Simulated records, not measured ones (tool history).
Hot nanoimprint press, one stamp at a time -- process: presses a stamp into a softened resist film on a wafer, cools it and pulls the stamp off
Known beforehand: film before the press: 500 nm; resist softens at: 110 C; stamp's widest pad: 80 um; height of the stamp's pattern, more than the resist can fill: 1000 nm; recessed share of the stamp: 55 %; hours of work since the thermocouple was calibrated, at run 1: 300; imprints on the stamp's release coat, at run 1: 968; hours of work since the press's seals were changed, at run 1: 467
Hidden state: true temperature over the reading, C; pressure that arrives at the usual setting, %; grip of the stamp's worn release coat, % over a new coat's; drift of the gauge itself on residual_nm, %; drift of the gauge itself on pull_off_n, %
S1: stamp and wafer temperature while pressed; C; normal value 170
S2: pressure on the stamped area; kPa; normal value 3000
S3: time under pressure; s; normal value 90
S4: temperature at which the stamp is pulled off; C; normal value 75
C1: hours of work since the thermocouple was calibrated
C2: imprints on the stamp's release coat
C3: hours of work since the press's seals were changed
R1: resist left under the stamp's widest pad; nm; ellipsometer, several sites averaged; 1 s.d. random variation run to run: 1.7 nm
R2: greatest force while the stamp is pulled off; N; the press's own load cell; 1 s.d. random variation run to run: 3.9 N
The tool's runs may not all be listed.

Run 1, hour 0.0: usual settings; C1 300; C2 968; C3 467. Result: R1 264.0 nm, R2 183 N.
Run 2, hour 15.0: usual settings; C1 310; C2 1043; C3 477. Result: R1 269.7 nm, R2 181 N.
Run 3, hour 28.0: usual settings; C1 319; C2 1108; C3 486. Result: R1 269.1 nm, R2 192 N.
Run 4, hour 39.3: usual settings; C1 327; C2 1164; C3 493. Result: R1 268.8 nm, R2 189 N.
Run 5, hour 49.1: usual settings; C1 333; C2 1213; C3 500. Result: R1 268.5 nm, R2 187 N.
Run 6, hour 67.3: usual settings; C1 345; C2 1304; C3 512. Result: R1 271.1 nm, R2 184 N.
Run 7, hour 86.0: usual settings; C1 358; C2 1398; C3 524. Result: R1 267.8 nm, R2 184 N.
Run 8, hour 107.2: usual settings; C1 372; C2 1504; C3 538. Result: R1 271.0 nm, R2 187 N.
Run 9, hour 129.2: usual settings; C1 386; C2 1614; C3 553. Result: R1 270.9 nm, R2 194 N.
Run 10, hour 139.2: usual settings but S3 79 s; C1 393; C2 1665; C3 559. Result: R1 282.5 nm, R2 192 N.
Run 11, hour 156.8: usual settings but S3 79 s; C1 405; C2 1753; C3 571. Result: R1 278.7 nm, R2 187 N.
Run 12, hour 181.2: usual settings but S2 2100 kPa, S3 76 s; C1 421; C2 1875; C3 587. Result: R1 331.1 nm, R2 193 N.
Run 13, hour 204.0: usual settings but S2 2060 kPa, S3 72 s, S4 76 C; C1 436; C2 1989; C3 603. Result: R1 335.9 nm, R2 180 N.
At hour 216.2: stamp cleaned and given a new release coat.
Run 14, hour 232.1: usual settings but S1 163 C, S2 4740 kPa; C1 451; C2 80; C3 617. Result: R1 312.8 nm, R2 196 N.
Run 15, hour 251.5: usual settings but S1 169 C, S4 81 C; C1 464; C2 177; C3 630. Result: R1 282.9 nm, R2 166 N.
Run 16, hour 273.1: usual settings but S1 169 C, S3 95 s, S4 81 C; C1 478; C2 285; C3 644. Result: R1 279.4 nm, R2 169 N.
Run 17, hour 286.7: usual settings but S1 169 C, S3 95 s, S4 81 C; C1 487; C2 353; C3 654. Result: R1 277.7 nm, R2 169 N.
At hour 293.2: plate thermocouple calibrated.
Run 18, hour 305.7: usual settings but S2 3680 kPa, S3 158 s; C1 8; C2 433; C3 664. Result: R1 198.4 nm, R2 188 N.
Run 19, hour 327.9: usual settings but S1 163 C, S4 77 C; C1 23; C2 544; C3 679. Result: R1 367.2 nm, R2 182 N.
Run 20, hour 349.8: usual settings but S1 166 C, S4 65 C; C1 38; C2 654; C3 693. Result: R1 320.9 nm, R2 215 N.
Run 21, hour 371.6: usual settings but S1 166 C; C1 52; C2 763; C3 708. Result: R1 323.7 nm, R2 192 N.

Forecast each of these 5 alternatives for the next run:
Run A, hour 390.3: usual settings but S1 166 C, S2 1920 kPa, S3 72 s, S4 68 C; C1 65; C2 857; C3 720. Result: R1 ?, R2 ?.
Run B, hour 390.3: usual settings but S1 166 C, S2 2570 kPa, S3 91 s; C1 65; C2 857; C3 720. Result: R1 ?, R2 ?.
Run C, hour 390.3: usual settings but S4 66 C; C1 65; C2 857; C3 720. Result: R1 ?, R2 ?.
Run D, hour 390.3: usual settings but S1 176 C, S4 62 C; C1 65; C2 857; C3 720. Result: R1 ?, R2 ?.
Run E, hour 390.3: usual settings but S1 158 C, S2 3980 kPa, S4 64 C; C1 65; C2 857; C3 720. Result: R1 ?, R2 ?.

run     R1   R2
  A  393.0  214
  B  343.0  186
  C  269.0  224
  D  197.9  235
  E  403.9  231
Stripped of hidden state, with their random variation kept, the same runs would have yielded:
run     R1   R2
  A  392.9  213
  B  342.9  185
  C  268.8  223
  D  197.8  234
  E  403.8  230
